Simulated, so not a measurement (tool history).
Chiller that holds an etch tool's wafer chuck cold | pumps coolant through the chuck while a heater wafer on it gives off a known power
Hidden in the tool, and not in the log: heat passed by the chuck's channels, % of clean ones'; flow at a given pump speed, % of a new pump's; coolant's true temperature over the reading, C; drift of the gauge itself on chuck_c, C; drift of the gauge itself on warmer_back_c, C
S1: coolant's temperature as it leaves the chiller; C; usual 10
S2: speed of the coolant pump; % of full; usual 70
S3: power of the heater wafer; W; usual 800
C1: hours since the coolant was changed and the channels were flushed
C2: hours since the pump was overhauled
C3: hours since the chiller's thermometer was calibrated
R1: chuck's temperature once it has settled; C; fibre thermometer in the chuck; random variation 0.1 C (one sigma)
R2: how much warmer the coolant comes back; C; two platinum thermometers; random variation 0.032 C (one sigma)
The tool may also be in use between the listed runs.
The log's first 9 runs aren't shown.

Run 10, hour 642.1: usual settings; C1 2919; C2 2413; C3 3722. Result: R1 17.8 C, R2 4.22 C.
Run 11, hour 706.5: usual settings but S2 65 % of full; C1 2984; C2 2477; C3 3787. Result: R1 18.3 C, R2 4.56 C.
Run 12, hour 794.8: usual settings; C1 3072; C2 2565; C3 3875. Result: R1 17.9 C, R2 4.26 C.
Run 13, hour 861.0: usual settings; C1 3138; C2 2632; C3 3941. Result: R1 18.0 C, R2 4.20 C.
Run 14, hour 925.6: usual settings but S1 6 C; C1 3203; C2 2696; C3 4006. Result: R1 14.0 C, R2 4.22 C.
Run 15, hour 996.7: usual settings; C1 3274; C2 2767; C3 4077. Result: R1 18.0 C, R2 4.20 C.
Run 16, hour 1068.1: usual settings but S3 476 W; C1 3345; C2 2839; C3 4148. Result: R1 15.0 C, R2 2.54 C.
Run 17, hour 1130.7: usual settings but S2 96 % of full, S3 720 W; C1 3408; C2 2901; C3 4211. Result: R1 16.1 C, R2 2.75 C.
Run 18, hour 1174.0: usual settings but S2 62 % of full, S3 720 W; C1 3451; C2 2945; C3 4254. Result: R1 18.0 C, R2 4.30 C.
Run 19, hour 1253.8: usual settings but S1 13 C, S2 73 % of full, S3 603 W; C1 3531; C2 3024; C3 4334. Result: R1 19.0 C, R2 3.04 C.
Run 20, hour 1308.5: usual settings but S2 92 % of full, S3 598 W; C1 3586; C2 3079; C3 4389. Result: R1 15.2 C, R2 2.36 C.
Run 21, hour 1383.0: usual settings but S2 92 % of full, S3 444 W; C1 3660; C2 3154; C3 4463. Result: R1 13.7 C, R2 1.76 C.
Run 22, hour 1424.9: usual settings but S1 9 C, S2 92 % of full, S3 444 W; C1 3702; C2 3195; C3 4505. Result: R1 12.9 C, R2 1.77 C.
Run 23, hour 1472.3: usual settings but S1 9 C, S2 92 % of full, S3 444 W; C1 3749; C2 3243; C3 4553. Result: R1 12.9 C, R2 1.81 C.
Run 24, hour 1512.8: usual settings but S1 11 C, S3 1041 W; C1 3790; C2 3283; C3 4593. Result: R1 21.5 C, R2 5.45 C.
Run 25, hour 1554.2: usual settings but S1 11 C, S2 76 % of full, S3 553 W; C1 3831; C2 3325; C3 4634. Result: R1 16.6 C, R2 2.73 C.
Run 26, hour 1623.4: usual settings but S1 11 C, S2 76 % of full, S3 553 W; C1 3901; C2 3394; C3 4704. Result: R1 16.4 C, R2 2.63 C.

The next listed run, before its measurement:
Run 27, hour 1670.4: usual settings but S3 440 W; C1 3948; C2 3441; C3 4751. Result: R1 ?, R2 ?.

{"run 27": {"R1": 14.9, "R2": 2.38}}
Without the tool's hidden state the same run would have given R1 14.1 C, R2 2.31 C.
